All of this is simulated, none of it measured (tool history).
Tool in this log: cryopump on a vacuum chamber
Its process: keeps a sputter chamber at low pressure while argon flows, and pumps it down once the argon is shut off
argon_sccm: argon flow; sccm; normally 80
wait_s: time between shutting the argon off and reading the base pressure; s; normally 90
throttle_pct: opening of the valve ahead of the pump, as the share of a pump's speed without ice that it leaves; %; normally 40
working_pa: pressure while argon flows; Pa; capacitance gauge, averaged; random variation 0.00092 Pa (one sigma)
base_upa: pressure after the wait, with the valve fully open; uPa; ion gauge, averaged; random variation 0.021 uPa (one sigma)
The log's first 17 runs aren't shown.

{"run": 18, "day": 41.933, "argon_sccm": 80, "wait_s": 45, "throttle_pct": 40, "working_pa": 0.2121, "base_upa": 2.72}
{"day": 43.429, "done": "pump warmed up, emptied and cooled again"}
{"run": 19, "day": 44.012, "argon_sccm": 80, "wait_s": 251, "throttle_pct": 28, "working_pa": 0.277, "base_upa": 1.93}
{"run": 20, "day": 47.175, "argon_sccm": 50, "wait_s": 90, "throttle_pct": 31, "working_pa": 0.1583, "base_upa": 2.1}
{"run": 21, "day": 50.229, "argon_sccm": 50, "wait_s": 90, "throttle_pct": 31, "working_pa": 0.1604, "base_upa": 2.22}
{"run": 22, "day": 53.304, "argon_sccm": 50, "wait_s": 90, "throttle_pct": 31, "working_pa": 0.1604, "base_upa": 2.27}
{"run": 23, "day": 55.746, "argon_sccm": 80, "wait_s": 90, "throttle_pct": 24, "working_pa": 0.3342, "base_upa": 2.39}
{"run": 24, "day": 58.992, "argon_sccm": 80, "wait_s": 90, "throttle_pct": 24, "working_pa": 0.3368, "base_upa": 2.38}
{"run": 25, "day": 62.258, "argon_sccm": 127, "wait_s": 114, "throttle_pct": 52, "working_pa": 0.2591, "base_upa": 2.49}
{"run": 26, "day": 64.079, "argon_sccm": 127, "wait_s": 114, "throttle_pct": 52, "working_pa": 0.2631, "base_upa": 2.54}
{"day": 65.892, "done": "pump warmed up, emptied and cooled again"}
{"run": 27, "day": 66.846, "argon_sccm": 127, "wait_s": 114, "throttle_pct": 52, "working_pa": 0.2404, "base_upa": 2.19}
{"run": 28, "day": 69.908, "argon_sccm": 80, "wait_s": 90, "throttle_pct": 51, "working_pa": 0.1571, "base_upa": 2.36}
{"run": 29, "day": 73.138, "argon_sccm": 149, "wait_s": 90, "throttle_pct": 51, "working_pa": 0.2971, "base_upa": 2.37}
{"run": 30, "day": 75.017, "argon_sccm": 149, "wait_s": 90, "throttle_pct": 51, "working_pa": 0.3001, "base_upa": 2.53}
{"day": 78.596, "done": "leaking fittings of the chamber tightened, without venting"}
{"run": 31, "day": 78.612, "argon_sccm": 98, "wait_s": 35, "throttle_pct": 29, "working_pa": 0.3395, "base_upa": 1.06}
{"run": 32, "day": 80.683, "argon_sccm": 39, "wait_s": 35, "throttle_pct": 36, "working_pa": 0.1102, "base_upa": 1.1}
{"run": 33, "day": 84.108, "argon_sccm": 39, "wait_s": 35, "throttle_pct": 36, "working_pa": 0.1123, "base_upa": 1.08}

4 options for the next run, each taken on its own from the tool as it stands now. Forecast them:
{"run": "A", "day": 87.004, "argon_sccm": 156, "wait_s": 207, "throttle_pct": 40, "working_pa": "?", "base_upa": "?"}
{"run": "B", "day": 87.004, "argon_sccm": 80, "wait_s": 155, "throttle_pct": 40, "working_pa": "?", "base_upa": "?"}
{"run": "C", "day": 87.004, "argon_sccm": 48, "wait_s": 28, "throttle_pct": 43, "working_pa": "?", "base_upa": "?"}
{"run": "D", "day": 87.004, "argon_sccm": 39, "wait_s": 30, "throttle_pct": 36, "working_pa": "?", "base_upa": "?"}

run=A working_pa=0.4107 base_upa=0.44
run=B working_pa=0.2105 base_upa=0.5
run=C working_pa=0.1181 base_upa=1.46
run=D working_pa=0.1125 base_upa=1.28
Had the tool no hidden state, the same runs would have come out as:
run=A working_pa=0.3768 base_upa=0.28
run=B working_pa=0.1932 base_upa=0.33
run=C working_pa=0.1078 base_upa=1.29
run=D working_pa=0.1041 base_upa=1.12
